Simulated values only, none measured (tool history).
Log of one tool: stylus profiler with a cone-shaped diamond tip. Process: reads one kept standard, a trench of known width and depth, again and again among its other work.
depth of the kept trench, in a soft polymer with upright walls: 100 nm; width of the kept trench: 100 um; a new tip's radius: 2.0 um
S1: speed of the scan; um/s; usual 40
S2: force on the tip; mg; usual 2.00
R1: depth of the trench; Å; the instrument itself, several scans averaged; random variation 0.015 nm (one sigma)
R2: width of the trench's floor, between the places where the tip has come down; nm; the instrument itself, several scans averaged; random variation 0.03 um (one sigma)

run	hour	S1	S2	R1	R2
1	0.0	40	2.00	1013.5	98370
2	40.8	40	2.00	1013.7	98360
3	102.1	40	2.00	1014.0	98350
4	127.6	40	2.00	1013.8	98320
5	155.9	28	2.00	1013.7	98400
6	190.4	28	2.00	1013.8	98430
7	219.2	28	2.00	1014.2	98410
8	272.2	28	2.00	1014.0	98420
9	324.7	28	1.53	1012.2	98390
10	384.1	40	2.00	1014.3	98310
11	418.7	40	2.00	1014.3	98350
12	463.8	40	2.00	1014.4	98290
13	518.8	40	2.00	1014.4	98320
14	573.4	14	2.00	1014.7	98460
15	622.7	14	4.51	1024.2	98490
# hour 626.0: height scale calibrated on a step standard
16	650.4	14	4.51	1025.2	98550
17	689.8	40	1.27	1011.9	98180
18	743.9	40	1.46	1012.8	98250
19	769.2	40	1.46	1013.1	98240
20	813.6	40	2.00	1015.8	98320
21	870.7	40	2.00	1015.9	98340
22	909.9	40	2.00	1015.9	98310
# hour 940.0: height scale calibrated on a step standard, once more
23	942.3	40	2.00	1013.5	98240
24	990.8	132	5.66	1027.1	98020
25	1043.9	21	0.72	1007.0	98340
26	1084.6	34	0.95	1008.4	98250
27	1141.8	32	1.34	1010.8	98280
28	1190.0	48	0.92	1008.6	98130
29	1219.8	48	0.92	1008.5	98070
30	1250.8	48	1.15	1009.8	98140
31	1296.2	98	2.56	1016.5	97910
32	1347.5	23	4.32	1023.1	98430
33	1382.6	23	4.32	1023.0	98440
34	1416.4	70	1.06	1009.9	97900
35	1441.8	70	1.06	1009.6	97910
36	1470.9	56	3.60	1020.6	98180
37	1507.9	28	0.73	1007.8	98250
38	1542.4	133	2.94	1018.3	97800
39	1583.7	133	2.94	1018.7	97830
40	1609.4	133	2.94	1018.1	97830
41	1661.4	133	2.94	1018.6	97760
42	1719.5	35	5.07	1026.3	98370
43	1747.0	14	0.89	1009.4	98370
44	1800.2	64	2.47	1016.9	98120
45	1830.0	50	4.69	1025.2	98300
46	1888.5	50	4.69	1025.4	98370

Forecast each of these 3 alternatives for the next run:
A	1922.7	38	1.25	?	?
B	1922.7	98	5.14	?	?
C	1922.7	93	5.04	?	?

run	R1	R2
A	1011.5	98200
B	1026.6	98100
C	1026.7	98100
Without the tool's hidden state the same runs would have given:
run	R1	R2
A	1009.6	98450
B	1024.6	98350
C	1024.7	98350
